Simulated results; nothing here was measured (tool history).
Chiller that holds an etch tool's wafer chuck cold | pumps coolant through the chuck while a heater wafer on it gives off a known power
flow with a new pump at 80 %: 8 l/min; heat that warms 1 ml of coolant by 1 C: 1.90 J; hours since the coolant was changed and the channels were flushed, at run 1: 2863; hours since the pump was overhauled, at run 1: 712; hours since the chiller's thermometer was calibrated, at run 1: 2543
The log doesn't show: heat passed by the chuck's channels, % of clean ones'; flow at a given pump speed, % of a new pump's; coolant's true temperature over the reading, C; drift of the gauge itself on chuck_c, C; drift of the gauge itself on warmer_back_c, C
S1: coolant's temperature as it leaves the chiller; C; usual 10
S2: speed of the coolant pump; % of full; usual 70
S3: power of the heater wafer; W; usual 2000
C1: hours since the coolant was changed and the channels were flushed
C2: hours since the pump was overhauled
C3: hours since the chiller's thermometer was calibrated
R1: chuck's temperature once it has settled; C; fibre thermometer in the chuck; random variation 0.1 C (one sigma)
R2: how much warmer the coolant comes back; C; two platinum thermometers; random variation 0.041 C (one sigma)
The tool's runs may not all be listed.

{"run": 1, "hour": 0.0, "S1": 10, "S2": 70, "S3": 2000, "C1": 2863, "C2": 712, "C3": 2543, "R1": 27.3, "R2": 9.11}
{"run": 2, "hour": 33.9, "S1": 10, "S2": 70, "S3": 2000, "C1": 2897, "C2": 746, "C3": 2577, "R1": 27.3, "R2": 9.16}
{"run": 3, "hour": 58.0, "S1": 10, "S2": 70, "S3": 2000, "C1": 2921, "C2": 770, "C3": 2601, "R1": 27.1, "R2": 9.06}
{"run": 4, "hour": 79.0, "S1": 10, "S2": 70, "S3": 2000, "C1": 2942, "C2": 791, "C3": 2622, "R1": 27.3, "R2": 9.05}
{"run": 5, "hour": 107.4, "S1": 10, "S2": 70, "S3": 2000, "C1": 2971, "C2": 819, "C3": 2650, "R1": 27.2, "R2": 9.07}
{"run": 6, "hour": 129.5, "S1": 10, "S2": 70, "S3": 2000, "C1": 2993, "C2": 842, "C3": 2672, "R1": 27.3, "R2": 9.03}
{"run": 7, "hour": 160.1, "S1": 10, "S2": 70, "S3": 2000, "C1": 3023, "C2": 872, "C3": 2703, "R1": 27.4, "R2": 9.01}
{"run": 8, "hour": 175.5, "S1": 10, "S2": 65, "S3": 2000, "C1": 3039, "C2": 887, "C3": 2718, "R1": 28.5, "R2": 9.83}
{"run": 9, "hour": 205.5, "S1": 10, "S2": 65, "S3": 2000, "C1": 3069, "C2": 918, "C3": 2748, "R1": 28.5, "R2": 9.84}
{"run": 10, "hour": 235.6, "S1": 10, "S2": 70, "S3": 2000, "C1": 3099, "C2": 948, "C3": 2778, "R1": 27.3, "R2": 8.96}
{"run": 11, "hour": 257.6, "S1": 10, "S2": 70, "S3": 2000, "C1": 3121, "C2": 970, "C3": 2800, "R1": 27.3, "R2": 9.07}
{"run": 12, "hour": 283.1, "S1": 10, "S2": 70, "S3": 2000, "C1": 3146, "C2": 995, "C3": 2826, "R1": 27.2, "R2": 9.1}
{"run": 13, "hour": 303.4, "S1": 10, "S2": 70, "S3": 1668, "C1": 3167, "C2": 1015, "C3": 2846, "R1": 24.3, "R2": 7.51}
{"run": 14, "hour": 326.2, "S1": 10, "S2": 70, "S3": 1668, "C1": 3189, "C2": 1038, "C3": 2869, "R1": 24.5, "R2": 7.46}
{"run": 15, "hour": 345.8, "S1": 17, "S2": 65, "S3": 1668, "C1": 3209, "C2": 1058, "C3": 2889, "R1": 32.3, "R2": 8.06}
{"run": 16, "hour": 363.5, "S1": 17, "S2": 65, "S3": 1668, "C1": 3227, "C2": 1076, "C3": 2906, "R1": 32.1, "R2": 8.06}
{"run": 17, "hour": 394.5, "S1": 0, "S2": 65, "S3": 1668, "C1": 3258, "C2": 1107, "C3": 2937, "R1": 15.4, "R2": 7.99}
{"run": 18, "hour": 415.5, "S1": 0, "S2": 83, "S3": 1668, "C1": 3279, "C2": 1128, "C3": 2958, "R1": 12.4, "R2": 6.1}
{"run": 19, "hour": 440.3, "S1": 1, "S2": 81, "S3": 2000, "C1": 3304, "C2": 1152, "C3": 2983, "R1": 16.2, "R2": 7.51}
{"run": 20, "hour": 470.8, "S1": 1, "S2": 81, "S3": 2000, "C1": 3334, "C2": 1183, "C3": 3014, "R1": 16.3, "R2": 7.5}
{"run": 21, "hour": 492.0, "S1": 1, "S2": 81, "S3": 2000, "C1": 3355, "C2": 1204, "C3": 3035, "R1": 16.1, "R2": 7.53}
{"run": 22, "hour": 525.0, "S1": 10, "S2": 70, "S3": 1415, "C1": 3388, "C2": 1237, "C3": 3068, "R1": 22.1, "R2": 6.22}
{"run": 23, "hour": 538.8, "S1": 5, "S2": 70, "S3": 1826, "C1": 3402, "C2": 1251, "C3": 3082, "R1": 20.8, "R2": 7.98}
{"run": 24, "hour": 552.6, "S1": 13, "S2": 86, "S3": 2745, "C1": 3416, "C2": 1265, "C3": 3095, "R1": 32.9, "R2": 9.55}
{"run": 25, "hour": 580.1, "S1": 13, "S2": 86, "S3": 2745, "C1": 3443, "C2": 1292, "C3": 3123, "R1": 33.0, "R2": 9.7}
{"run": 26, "hour": 604.8, "S1": 13, "S2": 86, "S3": 2745, "C1": 3468, "C2": 1317, "C3": 3148, "R1": 33.0, "R2": 9.71}
{"run": 27, "hour": 621.4, "S1": 11, "S2": 86, "S3": 2181, "C1": 3485, "C2": 1333, "C3": 3164, "R1": 26.8, "R2": 7.69}

Forecast each of these 4 alternatives for the next run:
{"hour": 647.7, "done": "gauge calibrated"}
{"run": "A", "hour": 647.7, "S1": 18, "S2": 70, "S3": 1601, "C1": 3511, "C2": 1360, "C3": 3191, "R1": "?", "R2": "?"}
{"hour": 647.7, "done": "gauge calibrated"}
{"run": "B", "hour": 647.7, "S1": 19, "S2": 62, "S3": 1031, "C1": 3511, "C2": 1360, "C3": 3191, "R1": "?", "R2": "?"}
{"hour": 647.7, "done": "gauge calibrated"}
{"run": "C", "hour": 647.7, "S1": 10, "S2": 70, "S3": 1206, "C1": 3511, "C2": 1360, "C3": 3191, "R1": "?", "R2": "?"}
{"hour": 647.7, "done": "gauge calibrated"}
{"run": "D", "hour": 647.7, "S1": 9, "S2": 61, "S3": 1560, "C1": 3511, "C2": 1360, "C3": 3191, "R1": "?", "R2": "?"}

run=A R1=31.6 R2=7.33
run=B R1=28.9 R2=5.49
run=C R1=20.6 R2=5.48
run=D R1=23.9 R2=8.29
Without the tool's hidden state the same runs would have given:
run=A R1=31.6 R2=7.32
run=B R1=28.9 R2=5.48
run=C R1=20.5 R2=5.48
run=D R1=23.9 R2=8.29

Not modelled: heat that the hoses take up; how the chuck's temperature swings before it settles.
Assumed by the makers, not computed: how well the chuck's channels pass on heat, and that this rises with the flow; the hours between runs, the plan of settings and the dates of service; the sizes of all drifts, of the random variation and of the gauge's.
